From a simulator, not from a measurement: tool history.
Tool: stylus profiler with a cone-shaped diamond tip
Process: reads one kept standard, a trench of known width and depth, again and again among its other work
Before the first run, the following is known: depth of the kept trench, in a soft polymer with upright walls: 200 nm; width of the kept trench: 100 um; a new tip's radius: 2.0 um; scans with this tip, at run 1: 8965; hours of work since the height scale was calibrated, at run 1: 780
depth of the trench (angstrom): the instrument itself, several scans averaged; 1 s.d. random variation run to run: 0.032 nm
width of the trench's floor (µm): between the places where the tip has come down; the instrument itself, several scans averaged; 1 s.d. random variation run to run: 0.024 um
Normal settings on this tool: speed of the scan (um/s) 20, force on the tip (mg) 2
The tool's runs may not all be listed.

run	hour	speed of the scan (um/s)	force on the tip (mg)	scans with this tip	hours of work since the height scale was calibrated	depth of the trench (angstrom)	width of the trench's floor (µm)
1	0	20	2	8965	780	2031.4	97.71
2	33.8	20	2	9157	797	2031.4	97.77
3	72.6	22	2	9377	816	2031.3	97.73
4	95.5	22	2	9507	827	2031.3	97.77
5	124.9	22	2	9675	842	2031.6	97.71
6	152.2	22	2	9829	855	2032.3	97.7
7	197.3	22	2	10086	877	2031.9	97.69
8	222	20	2	10226	889	2032.1	97.69
9	257.3	20	2	10426	907	2031.9	97.73
10	289.3	12	2	10608	923	2031.5	97.75
11	323.9	12	2	10804	940	2031.8	97.72
12	364.2	75	2	11033	960	2031.9	97.43
13	406.5	20	2	11273	981	2032	97.68
14	458	9	2.84	11566	1006	2039.5	97.73
15	489.5	24	2.89	11745	1022	2040.4	97.65
16	537.3	14	2	12016	1045	2032.4	97.72
17	584.7	20	1.42	12286	1069	2026.8	97.63
18	608.8	41	1.42	12422	1081	2026.8	97.49
19	641.1	24	2.65	12605	1096	2038.4	97.59
20	671.2	24	2.65	12777	1111	2038.3	97.61
# hour 680: new tip fitted, height scale calibrated
21	710.4	24	2.65	172	15	2033.6	98.1
22	746	24	2.65	375	33	2033.5	98.15
23	778.3	20	1.06	559	49	2018.1	98.09
24	826.9	23	5.2	834	73	2053	98.1
25	871	23	5.2	1085	94	2052.6	98.1

Measured minus without-hidden-state, run by run (identical run-to-run variation in each term; gauge scatter may differ):
The tool's hidden condition here consists of: radius of the tip, um; height scale over the true one, %; drift of the gauge itself on depth_nm, %; drift of the gauge itself on floor_um, %.
run	depth of the trench (angstrom)	width of the trench's floor (µm)
1	+3.2	-0.42
2	+3.3	-0.42
3	+3.4	-0.43
4	+3.4	-0.43
5	+3.5	-0.44
6	+3.6	-0.45
7	+3.7	-0.46
8	+3.8	-0.47
9	+3.9	-0.47
10	+3.9	-0.48
11	+4	-0.49
12	+4.1	-0.49
13	+4.2	-0.5
14	+4.3	-0.51
15	+4.4	-0.52
16	+4.5	-0.52
17	+4.6	-0.53
18	+4.7	-0.54
19	+4.8	-0.55
20	+4.9	-0.56
21	-0.3	-0.03
22	-0.3	-0.04
23	-0.2	-0.05
24	+0	-0.06
25	+0	-0.07
